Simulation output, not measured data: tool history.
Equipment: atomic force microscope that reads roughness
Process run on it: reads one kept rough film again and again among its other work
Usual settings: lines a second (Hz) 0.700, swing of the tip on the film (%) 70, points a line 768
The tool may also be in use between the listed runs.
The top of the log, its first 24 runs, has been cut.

| run | hour | lines a second (Hz) | swing of the tip on the film (%) | points a line | pictures with this tip | hours of work since the height scale was calibrated | roughness of the kept film (nm (root mean square)) |
|---|---|---|---|---|---|---|---|
| 25 | 437.7 | 0.700 | 59 | 999 | 110 | 768 | 4.182 |
| 26 | 452.5 | 0.700 | 70 | 371 | 132 | 777 | 4.126 |
| 27 | 472.5 | 0.551 | 70 | 768 | 161 | 789 | 4.153 |
| 28 | 483.2 | 0.700 | 70 | 669 | 177 | 796 | 4.092 |
|  | 494.7 | new tip fitted |
| 29 | 498.2 | 0.700 | 70 | 669 | 6 | 805 | 4.209 |
| 30 | 514.2 | 2.240 | 88 | 669 | 29 | 815 | 3.619 |
| 31 | 533.3 | 2.574 | 84 | 768 | 58 | 827 | 3.628 |
| 32 | 556.7 | 0.773 | 72 | 1003 | 93 | 842 | 4.136 |
| 33 | 574.8 | 1.473 | 59 | 1003 | 119 | 853 | 4.131 |
| 34 | 599.1 | 0.700 | 58 | 819 | 156 | 868 | 4.142 |
| 35 | 621.3 | 2.550 | 78 | 370 | 189 | 882 | 3.675 |

Predict each of these 3 candidate next runs independently; none follows another, all start after run 35:
|  | 623.8 | new tip fitted |
| A | 634.8 | 0.860 | 61 | 483 | 16 | 890 | ? |
|  | 623.8 | new tip fitted |
| B | 634.8 | 0.700 | 61 | 768 | 16 | 890 | ? |
|  | 623.8 | new tip fitted |
| C | 634.8 | 1.235 | 80 | 328 | 16 | 890 | ? |

| run | roughness of the kept film (nm (root mean square)) |
|---|---|
| A | 4.242 |
| B | 4.283 |
| C | 4.040 |
What these runs would have given with no unlogged condition in the tool:
| run | roughness of the kept film (nm (root mean square)) |
|---|---|
| A | 4.216 |
| B | 4.257 |
| C | 4.015 |
